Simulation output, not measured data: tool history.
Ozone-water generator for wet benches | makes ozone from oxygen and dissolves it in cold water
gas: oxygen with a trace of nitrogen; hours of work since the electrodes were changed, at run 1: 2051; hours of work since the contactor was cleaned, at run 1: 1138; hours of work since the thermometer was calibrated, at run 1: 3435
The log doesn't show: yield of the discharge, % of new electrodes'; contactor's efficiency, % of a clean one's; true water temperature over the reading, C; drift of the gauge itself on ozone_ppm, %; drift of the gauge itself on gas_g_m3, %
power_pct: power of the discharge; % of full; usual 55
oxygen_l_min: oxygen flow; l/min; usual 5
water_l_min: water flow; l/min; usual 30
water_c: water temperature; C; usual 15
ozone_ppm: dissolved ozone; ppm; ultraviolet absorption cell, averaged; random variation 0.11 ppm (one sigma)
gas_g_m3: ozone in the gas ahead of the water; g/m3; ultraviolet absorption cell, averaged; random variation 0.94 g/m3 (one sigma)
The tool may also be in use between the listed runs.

run,hour,power_pct,oxygen_l_min,water_l_min,water_c,hours of work since the electrodes were changed,hours of work since the contactor was cleaned,hours of work since the thermometer was calibrated,ozone_ppm,gas_g_m3
1,0,55,5,30,15,2051,1138,3435,14.9,159
2,68.5,55,5,30,15,2110,1197,3494,15.2,158.7
3,101,55,5,30,16,2138,1225,3522,15.1,157.5
4,147.4,55,5,30,15,2178,1265,3562,14.9,159.5
5,210.1,55,5,30,17,2233,1319,3617,15,158.9
6,273.3,55,5,30,17,2287,1374,3671,14.8,160.9
7,314.6,55,3.28,30,15,2323,1410,3707,13.1,185.2
8,348.3,55,3.28,30,18,2352,1439,3736,12.7,184.1
9,408.9,55,3.28,30,18,2404,1491,3788,12.8,188.1
10,478.9,55,3.28,30,18,2465,1551,3849,12.7,184.9
11,523.8,55,5,30,7,2504,1590,3887,16.3,159.9
12,591.9,55,5,30,7,2562,1649,3946,16.5,160
13,642.5,55,5,30,15,2606,1693,3990,15,159.1
14,709.2,55,5,30,15,2664,1750,4048,15.3,160.1
15,770.4,55,5,30,15,2716,1803,4100,15.4,158.7
16,820.7,76,3.51,24,13,2760,1847,4144,19.3,214.3
17,886.4,76,3.51,24,13,2817,1903,4201,19.4,212.2
# hour 903.4: water thermometer calibrated
18,958.4,46,4.52,32,8,2878,1965,47,13.4,149.9
19,994,46,4.52,30,8,2909,1996,78,14.3,150.6
20,1049.6,46,4.52,30,8,2957,2044,126,14.2,152.1
21,1122.3,50,2.76,26,8,3020,2106,189,13.7,190.4
22,1193.6,50,2.76,26,8,3081,2168,251,13.8,190.8
23,1224.9,55,5.98,47,15,3108,2195,278,10.7,149.1
24,1262,62,5.98,36,15,3140,2227,310,14.5,157.9
25,1303.8,62,5.98,36,15,3177,2263,346,14.3,158.6
26,1350.9,62,5.98,39,15,3217,2304,386,13.6,158
27,1398.4,62,5.98,39,15,3258,2345,427,13.5,158
28,1432.7,62,5.98,39,15,3288,2374,457,13.4,159.2

How the hidden state differs across the entries between the runs, from the last listed run before each to the first after it:
Between runs 17 and 18: water thermometer calibrated (hour 903.4)
  true water temperature over the reading, C: 0.02 -> 0
